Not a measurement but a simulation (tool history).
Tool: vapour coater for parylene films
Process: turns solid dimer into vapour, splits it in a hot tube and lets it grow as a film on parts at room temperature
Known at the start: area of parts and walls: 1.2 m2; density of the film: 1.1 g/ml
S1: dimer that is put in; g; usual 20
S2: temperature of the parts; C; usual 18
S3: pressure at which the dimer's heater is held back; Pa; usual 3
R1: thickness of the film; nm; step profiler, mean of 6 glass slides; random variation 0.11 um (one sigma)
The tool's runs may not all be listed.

run 1 hour=0 | S1=20 S2=18 S3=3 | R1=13370
run 2 hour=30.1 | S1=20 S2=18 S3=2.41 | R1=14100
run 3 hour=64.8 | S1=20 S2=11 S3=3 | R1=14660
run 4 hour=89.4 | S1=20 S2=18 S3=3 | R1=13360
run 5 hour=114.3 | S1=20 S2=18 S3=3 | R1=13430
run 6 hour=149.1 | S1=20 S2=18 S3=3 | R1=13270
run 7 hour=181.1 | S1=20 S2=18 S3=3 | R1=13210
run 8 hour=197.6 | S1=20 S2=18 S3=3 | R1=13240
run 9 hour=235 | S1=20 S2=18 S3=3 | R1=13310
run 10 hour=264.3 | S1=20 S2=18 S3=3 | R1=13310
run 11 hour=295.2 | S1=9 S2=18 S3=3.53 | R1=5810
run 12 hour=330.8 | S1=10 S2=12 S3=3.75 | R1=7390
run 13 hour=365.3 | S1=12 S2=29 S3=3.75 | R1=4830
run 14 hour=382.3 | S1=14 S2=25 S3=5.82 | R1=5940
run 15 hour=398.5 | S1=14 S2=13 S3=6.64 | R1=9440
run 16 hour=422.6 | S1=14 S2=13 S3=10.08 | R1=8730
run 17 hour=451.1 | S1=20 S2=24 S3=6.84 | R1=8610

4 ways to go on from here, each from the tool as it stands after run 17. What would each give?
run A hour=468.2 | S1=20 S2=13 S3=9.34 | R1=?
run B hour=468.2 | S1=34 S2=14 S3=4 | R1=?
run C hour=468.2 | S1=17 S2=24 S3=3.16 | R1=?
run D hour=468.2 | S1=9 S2=24 S3=2.22 | R1=?

run=A R1=12630
run=B R1=24960
run=C R1=8760
run=D R1=5020
Without the tool's hidden state the same runs would have given:
run=A R1=12660
run=B R1=25020
run=C R1=8790
run=D R1=5030
